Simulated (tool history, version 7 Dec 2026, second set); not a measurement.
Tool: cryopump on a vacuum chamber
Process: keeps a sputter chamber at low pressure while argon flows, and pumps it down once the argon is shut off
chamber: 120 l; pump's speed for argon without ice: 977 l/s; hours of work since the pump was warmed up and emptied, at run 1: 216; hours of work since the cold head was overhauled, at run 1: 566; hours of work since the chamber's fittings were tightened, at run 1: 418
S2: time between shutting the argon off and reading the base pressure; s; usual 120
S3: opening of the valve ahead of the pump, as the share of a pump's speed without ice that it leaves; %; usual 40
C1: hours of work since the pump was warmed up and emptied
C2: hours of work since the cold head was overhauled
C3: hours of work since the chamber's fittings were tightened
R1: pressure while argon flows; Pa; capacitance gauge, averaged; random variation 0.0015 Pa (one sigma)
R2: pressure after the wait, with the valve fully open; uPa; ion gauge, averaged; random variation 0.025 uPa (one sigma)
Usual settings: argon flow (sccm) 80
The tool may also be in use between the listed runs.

Run 1, day 0.000: usual settings; C1 216; C2 566; C3 418. Result: R1 0.3819 Pa, R2 1.84 uPa.
Run 2, day 0.892: usual settings; C1 232; C2 582; C3 434. Result: R1 0.3887 Pa, R2 1.95 uPa.
Run 3, day 1.571: usual settings; C1 245; C2 595; C3 447. Result: R1 0.3904 Pa, R2 1.87 uPa.
Run 4, day 2.100: usual settings; C1 254; C2 605; C3 457. Result: R1 0.3948 Pa, R2 1.94 uPa.
Run 5, day 2.858: usual settings; C1 269; C2 619; C3 471. Result: R1 0.3963 Pa, R2 1.97 uPa.
Run 6, day 3.392: usual settings but S2 28 s; C1 278; C2 629; C3 481. Result: R1 0.3981 Pa, R2 4.11 uPa.
Run 7, day 3.992: usual settings but S2 28 s; C1 290; C2 640; C3 492. Result: R1 0.4017 Pa, R2 4.29 uPa.
Run 8, day 4.442: usual settings but S2 28 s; C1 298; C2 648; C3 500. Result: R1 0.4036 Pa, R2 4.26 uPa.
Run 9, day 5.088: usual settings; C1 310; C2 660; C3 512. Result: R1 0.4069 Pa, R2 2.21 uPa.
Run 10, day 5.662: usual settings but S3 16 %; C1 321; C2 671; C3 523. Result: R1 0.9305 Pa, R2 2.26 uPa.
At day 6.338: pump warmed up, emptied and cooled again.
Run 11, day 6.783: usual settings but S2 119 s, S3 16 %; C1 8; C2 688; C3 540. Result: R1 0.8729 Pa, R2 1.80 uPa.
Run 12, day 7.342: usual settings but S3 16 %; C1 19; C2 698; C3 550. Result: R1 0.8696 Pa, R2 1.86 uPa.
Run 13, day 7.754: usual settings but S3 16 %; C1 26; C2 706; C3 558. Result: R1 0.8683 Pa, R2 1.83 uPa.
Run 14, day 8.283: usual settings but argon flow (sccm) 46; C1 36; C2 716; C3 568. Result: R1 0.2013 Pa, R2 1.85 uPa.
Run 15, day 9.154: usual settings; C1 52; C2 732; C3 584. Result: R1 0.3561 Pa, R2 1.91 uPa.
Run 16, day 10.079: usual settings; C1 69; C2 749; C3 601. Result: R1 0.3575 Pa, R2 1.94 uPa.
Run 17, day 10.654: usual settings; C1 80; C2 760; C3 612. Result: R1 0.3619 Pa, R2 2.01 uPa.
Run 18, day 11.438: usual settings but argon flow (sccm) 45, S2 122 s; C1 95; C2 774; C3 626. Result: R1 0.2047 Pa, R2 2.09 uPa.
Run 19, day 12.308: usual settings but argon flow (sccm) 45, S2 122 s; C1 111; C2 790; C3 642. Result: R1 0.2052 Pa, R2 2.14 uPa.
Run 20, day 12.746: usual settings but argon flow (sccm) 45, S2 123 s, S3 16 %; C1 119; C2 798; C3 650. Result: R1 0.4976 Pa, R2 2.12 uPa.
Run 21, day 13.279: usual settings but argon flow (sccm) 45, S2 123 s, S3 16 %; C1 129; C2 808; C3 660. Result: R1 0.4993 Pa, R2 2.18 uPa.
Run 22, day 13.958: usual settings but S2 207 s, S3 21 %; C1 141; C2 821; C3 673. Result: R1 0.6866 Pa, R2 1.92 uPa.
Run 23, day 14.646: usual settings but S2 206 s, S3 43 %; C1 154; C2 834; C3 686. Result: R1 0.3509 Pa, R2 2.01 uPa.
Run 24, day 15.183: usual settings but argon flow (sccm) 103, S3 36 %; C1 164; C2 844; C3 696. Result: R1 0.5334 Pa, R2 2.31 uPa.
Run 25, day 15.975: usual settings but argon flow (sccm) 45, S3 23 %; C1 179; C2 858; C3 710. Result: R1 0.3587 Pa, R2 2.47 uPa.
Run 26, day 16.521: usual settings but argon flow (sccm) 61, S2 89 s, S3 42 %; C1 189; C2 868; C3 720. Result: R1 0.2796 Pa, R2 2.70 uPa.
Run 27, day 17.121: usual settings but argon flow (sccm) 61, S2 89 s, S3 42 %; C1 200; C2 880; C3 732. Result: R1 0.2810 Pa, R2 2.74 uPa.
Run 28, day 17.600: usual settings but argon flow (sccm) 111, S2 107 s; C1 209; C2 888; C3 740. Result: R1 0.5400 Pa, R2 2.62 uPa.
Run 29, day 18.067: usual settings but argon flow (sccm) 155, S2 199 s, S3 23 %; C1 217; C2 897; C3 749. Result: R1 1.2515 Pa, R2 2.27 uPa.
Run 30, day 18.950: usual settings but argon flow (sccm) 37, S2 199 s, S3 23 %; C1 234; C2 914; C3 765. Result: R1 0.2996 Pa, R2 2.37 uPa.
Run 31, day 19.388: usual settings but argon flow (sccm) 64, S2 44 s, S3 18 %; C1 242; C2 922; C3 774. Result: R1 0.6544 Pa, R2 3.84 uPa.
Run 32, day 20.158: usual settings but argon flow (sccm) 66, S3 42 %; C1 256; C2 936; C3 788. Result: R1 0.3158 Pa, R2 2.83 uPa.
Run 33, day 20.621: usual settings but argon flow (sccm) 75, S2 65 s, S3 41 %; C1 265; C2 944; C3 796. Result: R1 0.3688 Pa, R2 3.34 uPa.
Run 34, day 21.267: usual settings but S2 133 s, S3 37 %; C1 277; C2 956; C3 808. Result: R1 0.4343 Pa, R2 2.67 uPa.

Some steps in R1 between neighbouring runs. How much of each would the tool show without its hidden state too (settings, what came in, random variation), and how much is left for the hidden state, with any gauge scatter that isn't in both results?
The hidden state here: pump's speed, % of a pump's without ice; cold plate's temperature, K; leak into the chamber, uPa l/s; drift of the gauge itself on working_pa, %; drift of the gauge itself on base_upa, %.
Run 10 -> 11: S2 120 -> 119, pump warmed up, emptied and cooled again. R1 -0.0576 Pa: hidden state -0.0610, all else +0.0034.
Run 13 -> 14: argon flow (sccm) 80 -> 46, S3 16 -> 40. R1 -0.6670 Pa: hidden state -0.0018, all else -0.6652.
Run 27 -> 28: argon flow (sccm) 61 -> 111, S2 89 -> 107, S3 42 -> 40. R1 +0.2590 Pa: hidden state +0.0279, all else +0.2311.
Run 28 -> 29: argon flow (sccm) 111 -> 155, S2 107 -> 199, S3 40 -> 23. R1 +0.7115 Pa: hidden state +0.0265, all else +0.6850.
Run 29 -> 30: argon flow (sccm) 155 -> 37. R1 -0.9519 Pa: hidden state -0.0626, all else -0.8893.
